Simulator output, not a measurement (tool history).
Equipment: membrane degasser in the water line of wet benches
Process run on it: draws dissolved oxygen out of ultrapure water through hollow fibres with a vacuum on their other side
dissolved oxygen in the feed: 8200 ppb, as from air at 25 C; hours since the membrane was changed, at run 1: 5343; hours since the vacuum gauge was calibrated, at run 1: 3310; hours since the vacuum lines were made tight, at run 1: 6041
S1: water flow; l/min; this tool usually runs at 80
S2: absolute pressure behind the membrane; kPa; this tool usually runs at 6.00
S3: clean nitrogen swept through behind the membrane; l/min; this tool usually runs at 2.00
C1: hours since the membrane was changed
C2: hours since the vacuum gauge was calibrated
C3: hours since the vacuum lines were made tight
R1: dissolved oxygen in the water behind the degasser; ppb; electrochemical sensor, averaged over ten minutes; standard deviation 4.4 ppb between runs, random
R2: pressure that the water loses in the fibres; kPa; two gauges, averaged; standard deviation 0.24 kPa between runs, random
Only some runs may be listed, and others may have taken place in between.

run,hour,S1,S2,S3,C1,C2,C3,R1,R2
1,0.0,80,6.00,2.00,5343,3310,6041,448.2,60.89
2,126.3,80,6.00,2.00,5470,3437,6167,442.3,60.66
3,214.2,80,6.00,2.00,5558,3525,6255,449.1,60.84
4,341.9,80,6.00,2.46,5685,3652,6383,413.5,60.28
# hour 442.9: seals of the vacuum lines changed
5,483.3,80,6.00,2.46,5825,3792,40,411.6,60.75
6,628.9,97,6.00,2.00,5970,3937,186,546.0,73.63
7,727.4,69,6.00,2.00,6069,4036,285,381.0,52.43
8,890.8,69,6.00,2.00,6232,4199,448,383.0,52.60
9,1006.2,69,6.00,2.00,6348,4315,563,381.7,52.44
10,1127.3,69,6.00,2.00,6469,4436,684,380.6,52.53
11,1245.7,124,6.00,2.00,6587,4554,803,659.3,94.66
12,1399.8,80,6.00,2.00,6741,4708,957,442.0,61.03
13,1555.5,80,6.00,2.00,6897,4864,1113,443.6,60.85
14,1704.4,80,8.18,2.00,7046,5013,1262,588.3,61.19
15,1809.7,80,8.18,2.00,7151,5118,1367,609.7,61.36
16,1959.4,80,8.18,2.00,7301,5268,1517,611.5,61.39
17,2074.7,80,8.18,2.90,7416,5383,1632,504.0,61.54
18,2198.4,60,6.07,2.90,7540,5507,1756,290.3,46.30
19,2355.9,114,13.93,4.51,7697,5664,1913,862.9,87.21
20,2447.8,114,13.93,4.51,7789,5756,2005,867.4,87.62

What will run 21 give?
21,2591.8,54,9.69,2.38,7933,5900,2149,?,?

R1: 444.8 ppb
R2: 41.70 kPa
Without the tool's hidden state the same run would have given R1 444.2 ppb, R2 41.14 kPa.
